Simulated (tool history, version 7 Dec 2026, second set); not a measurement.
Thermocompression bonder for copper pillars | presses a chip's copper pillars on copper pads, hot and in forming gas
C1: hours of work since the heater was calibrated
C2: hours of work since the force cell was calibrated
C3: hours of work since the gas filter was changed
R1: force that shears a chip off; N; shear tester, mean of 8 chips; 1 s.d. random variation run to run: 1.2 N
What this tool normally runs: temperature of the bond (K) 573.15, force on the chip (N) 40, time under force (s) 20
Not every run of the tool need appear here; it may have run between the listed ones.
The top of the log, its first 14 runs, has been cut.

run 15 hour=766.4 | temperature_of_the_bond_(K)=573.15 force_on_the_chip_(N)=40 time_under_force_(s)=20 | C1=345 C2=61 C3=115 | R1=99.3
run 16 hour=805.5 | temperature_of_the_bond_(K)=573.15 force_on_the_chip_(N)=40 time_under_force_(s)=20 | C1=371 C2=87 C3=141 | R1=99.8
-- hour=836.5 forming gas filter changed
run 17 hour=872.1 | temperature_of_the_bond_(K)=573.15 force_on_the_chip_(N)=50 time_under_force_(s)=20 | C1=415 C2=131 C3=24 | R1=116.0
run 18 hour=912.3 | temperature_of_the_bond_(K)=573.15 force_on_the_chip_(N)=50 time_under_force_(s)=21 | C1=441 C2=158 C3=50 | R1=118.9
run 19 hour=962.1 | temperature_of_the_bond_(K)=579.15 force_on_the_chip_(N)=40 time_under_force_(s)=20 | C1=474 C2=191 C3=83 | R1=105.0
run 20 hour=1025.9 | temperature_of_the_bond_(K)=573.15 force_on_the_chip_(N)=52 time_under_force_(s)=41 | C1=517 C2=233 C3=126 | R1=131.9
-- hour=1076.3 forming gas filter changed
run 21 hour=1098.8 | temperature_of_the_bond_(K)=573.15 force_on_the_chip_(N)=52 time_under_force_(s)=41 | C1=565 C2=282 C3=15 | R1=134.2
run 22 hour=1153.4 | temperature_of_the_bond_(K)=593.15 force_on_the_chip_(N)=41 time_under_force_(s)=20 | C1=601 C2=318 C3=51 | R1=119.7
run 23 hour=1222.9 | temperature_of_the_bond_(K)=593.15 force_on_the_chip_(N)=41 time_under_force_(s)=20 | C1=647 C2=364 C3=97 | R1=116.1
run 24 hour=1261.2 | temperature_of_the_bond_(K)=573.15 force_on_the_chip_(N)=45 time_under_force_(s)=19 | C1=673 C2=389 C3=123 | R1=101.2
run 25 hour=1296.9 | temperature_of_the_bond_(K)=573.15 force_on_the_chip_(N)=45 time_under_force_(s)=19 | C1=696 C2=413 C3=146 | R1=98.6
-- hour=1315.6 forming gas filter changed
run 26 hour=1356.7 | temperature_of_the_bond_(K)=574.15 force_on_the_chip_(N)=38 time_under_force_(s)=19 | C1=736 C2=453 C3=27 | R1=92.8
run 27 hour=1430.7 | temperature_of_the_bond_(K)=574.15 force_on_the_chip_(N)=38 time_under_force_(s)=19 | C1=785 C2=502 C3=76 | R1=86.4
run 28 hour=1473.7 | temperature_of_the_bond_(K)=600.15 force_on_the_chip_(N)=40 time_under_force_(s)=20 | C1=814 C2=530 C3=105 | R1=120.7
run 29 hour=1520.9 | temperature_of_the_bond_(K)=600.15 force_on_the_chip_(N)=29 time_under_force_(s)=17 | C1=845 C2=562 C3=136 | R1=93.6
-- hour=1554.8 forming gas filter changed
run 30 hour=1600.6 | temperature_of_the_bond_(K)=600.15 force_on_the_chip_(N)=46 time_under_force_(s)=17 | C1=898 C2=614 C3=30 | R1=126.1
run 31 hour=1651.2 | temperature_of_the_bond_(K)=600.15 force_on_the_chip_(N)=46 time_under_force_(s)=11 | C1=931 C2=648 C3=64 | R1=113.6
run 32 hour=1715.0 | temperature_of_the_bond_(K)=567.15 force_on_the_chip_(N)=40 time_under_force_(s)=20 | C1=973 C2=690 C3=106 | R1=81.7
run 33 hour=1779.9 | temperature_of_the_bond_(K)=569.15 force_on_the_chip_(N)=40 time_under_force_(s)=15 | C1=1017 C2=733 C3=150 | R1=74.1
-- hour=1796.2 forming gas filter changed
run 34 hour=1837.0 | temperature_of_the_bond_(K)=582.15 force_on_the_chip_(N)=51 time_under_force_(s)=42 | C1=1054 C2=771 C3=27 | R1=132.3
-- hour=1848.8 heater calibrated with a thermocouple chip
run 35 hour=1897.8 | temperature_of_the_bond_(K)=575.15 force_on_the_chip_(N)=51 time_under_force_(s)=28 | C1=32 C2=810 C3=66 | R1=131.2
run 36 hour=1957.5 | temperature_of_the_bond_(K)=580.15 force_on_the_chip_(N)=53 time_under_force_(s)=20 | C1=72 C2=849 C3=106 | R1=123.6
-- hour=2039.1 forming gas filter changed
run 37 hour=2039.2 | temperature_of_the_bond_(K)=580.15 force_on_the_chip_(N)=53 time_under_force_(s)=20 | C1=126 C2=903 C3=0 | R1=128.8

Consider 3 possible next runs. They are alternatives, not a sequence: every one starts from the tool as it was left by run 37. What does each give?
run A hour=2072.0 | temperature_of_the_bond_(K)=580.15 force_on_the_chip_(N)=26 time_under_force_(s)=20 | C1=148 C2=925 C3=22 | R1=?
run B hour=2072.0 | temperature_of_the_bond_(K)=551.15 force_on_the_chip_(N)=53 time_under_force_(s)=20 | C1=148 C2=925 C3=22 | R1=?
run C hour=2072.0 | temperature_of_the_bond_(K)=602.15 force_on_the_chip_(N)=51 time_under_force_(s)=17 | C1=148 C2=925 C3=22 | R1=?

run=A R1=79.5
run=B R1=95.8
run=C R1=141.3
Stripped of hidden state, with their random variation kept, the same runs would have yielded:
run=A R1=88.3
run=B R1=105.2
run=C R1=147.3
